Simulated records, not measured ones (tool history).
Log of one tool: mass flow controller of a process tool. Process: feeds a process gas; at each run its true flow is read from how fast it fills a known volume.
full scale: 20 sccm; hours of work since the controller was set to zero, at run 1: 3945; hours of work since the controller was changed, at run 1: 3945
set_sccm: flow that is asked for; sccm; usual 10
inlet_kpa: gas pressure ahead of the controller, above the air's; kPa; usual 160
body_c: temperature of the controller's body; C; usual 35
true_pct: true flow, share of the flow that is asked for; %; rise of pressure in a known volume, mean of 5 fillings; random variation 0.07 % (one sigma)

run,hour,set_sccm,inlet_kpa,body_c,hours of work since the controller was set to zero,hours of work since the controller was changed,true_pct
1,0,10,160,35,3945,3945,100.17
2,225,6,160,35,4045,4045,100.77
3,562.9,6,160,35,4193,4193,100.87
4,850,6,160,35,4320,4320,100.82
5,1207,6,160,35,4477,4477,101.01
6,1502.1,6,160,35,4607,4607,101.17
7,1790.5,10,160,35,4734,4734,100.5
8,2009.7,10,160,35,4831,4831,100.63
9,2185.7,10,160,25,4908,4908,101.4
10,2573.2,10,160,25,5079,5079,101.72
11,2833.1,10,160,25,5193,5193,101.67
12,3038,10,160,25,5283,5283,101.64
13,3409.8,10,160,25,5447,5447,101.66
14,3674.4,10,160,25,5564,5564,101.81
# hour 3773.3: controller's zero set anew
15,3839.5,10,160,35,29,5636,99.24
16,4226.7,10,160,35,200,5807,99.38
17,4608.9,10,160,35,368,5975,99.49
18,4823.1,10,160,36,462,6069,99.49
19,5103.9,6,172,32,586,6193,99.79
20,5307.3,13,145,34,676,6283,99.79
21,5493.9,4,219,27,758,6365,100.48

The next listed run, before its measurement:
22,5670.8,3,149,22,836,6443,?

true_pct: 100.74 %
Without the tool's hidden state the same run would have given true_pct 98.18 %.
